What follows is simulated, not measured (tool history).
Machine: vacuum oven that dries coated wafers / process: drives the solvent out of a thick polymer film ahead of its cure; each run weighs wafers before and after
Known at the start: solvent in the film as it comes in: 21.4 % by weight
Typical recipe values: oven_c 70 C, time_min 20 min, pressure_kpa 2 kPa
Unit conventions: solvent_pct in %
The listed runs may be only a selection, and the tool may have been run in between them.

run 1 hour=0 | oven_c=70 time_min=20 pressure_kpa=2 | solvent_pct=2.11
run 2 hour=23.7 | oven_c=70 time_min=20 pressure_kpa=2 | solvent_pct=2.19
run 3 hour=35.1 | oven_c=70 time_min=12 pressure_kpa=2 | solvent_pct=4.61
run 4 hour=52.5 | oven_c=70 time_min=12 pressure_kpa=2 | solvent_pct=4.63
run 5 hour=69.8 | oven_c=70 time_min=12 pressure_kpa=2 | solvent_pct=4.6
run 6 hour=91.8 | oven_c=70 time_min=12 pressure_kpa=2 | solvent_pct=4.66
run 7 hour=109.7 | oven_c=70 time_min=12 pressure_kpa=2 | solvent_pct=4.66
run 8 hour=120.1 | oven_c=70 time_min=12 pressure_kpa=2 | solvent_pct=4.65
run 9 hour=142.8 | oven_c=70 time_min=12 pressure_kpa=6.7 | solvent_pct=5.46
run 10 hour=156.9 | oven_c=70 time_min=12 pressure_kpa=6.7 | solvent_pct=5.49
run 11 hour=178.9 | oven_c=70 time_min=12 pressure_kpa=6.7 | solvent_pct=5.54
run 12 hour=192.9 | oven_c=70 time_min=12 pressure_kpa=6.7 | solvent_pct=5.48
run 13 hour=208.9 | oven_c=67 time_min=12 pressure_kpa=6.7 | solvent_pct=6.71
run 14 hour=220.3 | oven_c=67 time_min=12 pressure_kpa=6.7 | solvent_pct=6.71
run 15 hour=244 | oven_c=67 time_min=12 pressure_kpa=6.7 | solvent_pct=6.66
run 16 hour=261 | oven_c=70 time_min=20 pressure_kpa=2 | solvent_pct=2.09
run 17 hour=272 | oven_c=70 time_min=20 pressure_kpa=2 | solvent_pct=2.07
run 18 hour=291.2 | oven_c=70 time_min=20 pressure_kpa=2 | solvent_pct=2.03
run 19 hour=302.9 | oven_c=70 time_min=20 pressure_kpa=1.04 | solvent_pct=1.87
run 20 hour=318.5 | oven_c=70 time_min=20 pressure_kpa=1.04 | solvent_pct=1.83
run 21 hour=341.9 | oven_c=70 time_min=20 pressure_kpa=1.04 | solvent_pct=1.87
run 22 hour=358.2 | oven_c=70 time_min=20 pressure_kpa=1.04 | solvent_pct=1.83
run 23 hour=373.7 | oven_c=70 time_min=20 pressure_kpa=2 | solvent_pct=2.03
run 24 hour=387.8 | oven_c=70 time_min=20 pressure_kpa=2 | solvent_pct=2.05
run 25 hour=407.8 | oven_c=79 time_min=36 pressure_kpa=2 | solvent_pct=0.3
-- hour=411.9 oven's thermocouples calibrated
run 26 hour=426.4 | oven_c=79 time_min=36 pressure_kpa=2 | solvent_pct=0.35
run 27 hour=445.3 | oven_c=79 time_min=36 pressure_kpa=2 | solvent_pct=0.39
run 28 hour=463.3 | oven_c=65 time_min=15 pressure_kpa=2 | solvent_pct=4.97
run 29 hour=473.6 | oven_c=70 time_min=31 pressure_kpa=2 | solvent_pct=0.86
-- hour=486.6 oven's thermocouples calibrated, once more
run 30 hour=489.6 | oven_c=70 time_min=28 pressure_kpa=2.95 | solvent_pct=1.71
run 31 hour=502.6 | oven_c=70 time_min=28 pressure_kpa=1.18 | solvent_pct=1.22
run 32 hour=524.7 | oven_c=70 time_min=20 pressure_kpa=2.55 | solvent_pct=2.61
run 33 hour=547.4 | oven_c=70 time_min=20 pressure_kpa=2.55 | solvent_pct=2.62
run 34 hour=563 | oven_c=67 time_min=21 pressure_kpa=1.72 | solvent_pct=3.21
run 35 hour=585.3 | oven_c=64 time_min=17 pressure_kpa=2 | solvent_pct=5.54
run 36 hour=609.8 | oven_c=76 time_min=27 pressure_kpa=2.52 | solvent_pct=0.85
run 37 hour=627.3 | oven_c=76 time_min=27 pressure_kpa=2.52 | solvent_pct=0.8
run 38 hour=645.8 | oven_c=76 time_min=19 pressure_kpa=2.52 | solvent_pct=1.35
run 39 hour=657.9 | oven_c=76 time_min=19 pressure_kpa=2.52 | solvent_pct=1.36
run 40 hour=682.3 | oven_c=76 time_min=15 pressure_kpa=2.4 | solvent_pct=2.08
run 41 hour=707.4 | oven_c=81 time_min=35 pressure_kpa=2.73 | solvent_pct=0.5
run 42 hour=723.3 | oven_c=79 time_min=17 pressure_kpa=2.73 | solvent_pct=1.21
run 43 hour=747.5 | oven_c=81 time_min=20 pressure_kpa=2 | solvent_pct=0.59
run 44 hour=763.8 | oven_c=81 time_min=20 pressure_kpa=2 | solvent_pct=0.56
-- hour=769.6 vacuum gauge cleaned of residue and calibrated
run 45 hour=775.5 | oven_c=81 time_min=20 pressure_kpa=2.49 | solvent_pct=0.63
run 46 hour=796.3 | oven_c=72 time_min=12 pressure_kpa=6.02 | solvent_pct=4.93

Alternative continuations, all from the tool just after run 46; predict every row:
run A hour=807.2 | oven_c=72 time_min=32 pressure_kpa=6.02 | solvent_pct=?
run B hour=807.2 | oven_c=70 time_min=20 pressure_kpa=1.77 | solvent_pct=?
run C hour=807.2 | oven_c=72 time_min=12 pressure_kpa=6.59 | solvent_pct=?
run D hour=807.2 | oven_c=64 time_min=20 pressure_kpa=2 | solvent_pct=?

run=A solvent_pct=1.66
run=B solvent_pct=2.28
run=C solvent_pct=5.16
run=D solvent_pct=4.43
The same runs, with their run-to-run variation unchanged, on a tool lacking any hidden condition would have given:
run=A solvent_pct=1.7
run=B solvent_pct=2.37
run=C solvent_pct=5.29
run=D solvent_pct=4.57
